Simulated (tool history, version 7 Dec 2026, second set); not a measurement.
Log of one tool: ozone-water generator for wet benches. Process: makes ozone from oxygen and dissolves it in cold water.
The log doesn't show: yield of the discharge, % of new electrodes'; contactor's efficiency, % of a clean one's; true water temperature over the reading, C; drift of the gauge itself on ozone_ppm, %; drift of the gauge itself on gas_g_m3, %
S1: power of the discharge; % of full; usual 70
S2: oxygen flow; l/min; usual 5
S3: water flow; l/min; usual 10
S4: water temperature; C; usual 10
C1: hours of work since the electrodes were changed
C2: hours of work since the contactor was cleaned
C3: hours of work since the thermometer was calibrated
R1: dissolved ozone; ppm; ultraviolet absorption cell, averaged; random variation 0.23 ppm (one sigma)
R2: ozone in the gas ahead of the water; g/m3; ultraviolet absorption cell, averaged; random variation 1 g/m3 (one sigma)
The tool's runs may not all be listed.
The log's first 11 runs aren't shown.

run   hour  S1    S2  S3  S4    C1    C2    C3    R1     R2
 12  341.2  70     5  13  10  1196  2656  2656  27.9  182.8
 13  368.9  70     5  13   8  1217  2677  2677  28.9  181.6
 14  391.8  70     5  13   8  1234  2694  2694  28.8  184.1
 15  414.9  70     5  13   8  1251  2711  2711  28.8    182
 16  435.2  70     5  14  10  1266  2727  2727  26.7    183
 17  466.9  70     5  10  10  1290  2750  2750  34.5  183.5
 18  497.5  70   5.6  10  12  1313  2773  2773    33  172.1
 19  519.2  96  2.54  12  10  1329  2789  2789  39.3  352.5
 20  537.8  96  2.54  12  10  1343  2803  2803  39.1  350.5
 21  575.3  60  5.95  10  10  1371  2831  2831  29.7  144.3
 22  613.4  70     5  11  10  1399  2859  2859  32.4  182.2
 23  644.5  70     5  11  10  1423  2883  2883    32  181.7
 24  671.3  70  3.33  10   6  1443  2903  2903    37  228.2
 25    689  70  3.33  10   6  1456  2916  2916  36.9  229.7
 26  718.7  70  3.33  10   6  1478  2938  2938  37.6  227.8
 27  749.2  84  3.33  10   6  1501  2961  2961  43.9  268.3
 28  788.4  48  2.69  10   6  1530  2990  2990  26.6  187.3
 29  818.2  48  2.69  10  10  1552  3012  3012  25.5  187.2
 30  854.7  55   7.8  13   8  1579  3040  3040  22.4  116.2
 31  888.1  55  3.35  13  16  1604  3064  3064  20.8  184.6
 32  923.8  55  3.35  13  16  1631  3091  3091  21.3    185
 33  941.1  79  4.49   9   8  1644  3104  3104  42.7  213.7
 34  965.5  52  8.01  10   7  1662  3122  3122    26  107.3

3 ways to go on from here, each from the tool as it stands after run 34. What would each give?
  A  996.7  90  4.28  10  13  1685  3145  3145   ?   ?
  B  996.7  52  6.46  15  15  1685  3145  3145   ?   ?
  C  996.7  59  3.18  10  10  1685  3145  3145   ?   ?

run    R1     R2
  A  41.1  248.5
  B  17.5  122.7
  C  30.5  203.3
Without the tool's hidden state the same runs would have given:
run    R1     R2
  A  41.1  248.6
  B  17.5  122.7
  C  30.6  203.3
